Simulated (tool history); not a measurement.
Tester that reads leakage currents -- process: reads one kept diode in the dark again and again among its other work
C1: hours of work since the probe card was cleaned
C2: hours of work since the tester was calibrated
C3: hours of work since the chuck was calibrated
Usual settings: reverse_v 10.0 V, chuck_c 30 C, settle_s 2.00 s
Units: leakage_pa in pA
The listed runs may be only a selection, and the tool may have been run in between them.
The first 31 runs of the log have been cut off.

Run 32, hour 791.3: usual settings but chuck_c 26 C, settle_s 5.70 s; C1 1317; C2 1360; C3 796. Result: leakage_pa 292.29 pA.
Run 33, hour 818.2: usual settings but reverse_v 4.3 V; C1 1335; C2 1378; C3 814. Result: leakage_pa 238.03 pA.
Run 34, hour 836.8: usual settings but reverse_v 13.6 V; C1 1348; C2 1390; C3 827. Result: leakage_pa 466.76 pA.
Run 35, hour 873.1: usual settings but reverse_v 13.6 V; C1 1372; C2 1415; C3 851. Result: leakage_pa 467.83 pA.
Run 36, hour 907.7: usual settings but reverse_v 5.7 V, chuck_c 46 C, settle_s 3.17 s; C1 1395; C2 1438; C3 874. Result: leakage_pa 841.99 pA.
Run 37, hour 923.3: usual settings but reverse_v 5.7 V, chuck_c 46 C, settle_s 3.17 s; C1 1406; C2 1448; C3 885. Result: leakage_pa 846.53 pA.
Run 38, hour 950.2: usual settings but reverse_v 1.0 V, chuck_c 46 C, settle_s 3.17 s; C1 1424; C2 1467; C3 903. Result: leakage_pa 302.44 pA.
Run 39, hour 985.6: usual settings but reverse_v 1.0 V, chuck_c 46 C, settle_s 3.17 s; C1 1448; C2 1490; C3 927. Result: leakage_pa 301.59 pA.

Forecast each of these 5 alternatives for the next run:
Run A, hour 1001.0: usual settings but reverse_v 6.2 V, chuck_c 34 C, settle_s 6.35 s; C1 1458; C2 1501; C3 937. Result: leakage_pa ?.
Run B, hour 1001.0: usual settings but reverse_v 9.3 V, chuck_c 53 C, settle_s 2.50 s; C1 1458; C2 1501; C3 937. Result: leakage_pa ?.
Run C, hour 1001.0: usual settings but reverse_v 1.0 V, chuck_c 46 C, settle_s 3.30 s; C1 1458; C2 1501; C3 937. Result: leakage_pa ?.
Run D, hour 1001.0: usual settings but reverse_v 15.0 V, chuck_c 22 C, settle_s 2.25 s; C1 1458; C2 1501; C3 937. Result: leakage_pa ?.
Run E, hour 1001.0: usual settings but chuck_c 42 C, settle_s 6.29 s; C1 1458; C2 1501; C3 937. Result: leakage_pa ?.

run  leakage_pa
  A      391.89
  B     1749.98
  C      301.26
  D      273.91
  E      898.94
Take away the tool's hidden state, keep each run's random variation, and the runs would have read:
run  leakage_pa
  A      392.21
  B     1751.28
  C      301.49
  D      274.10
  E      899.64
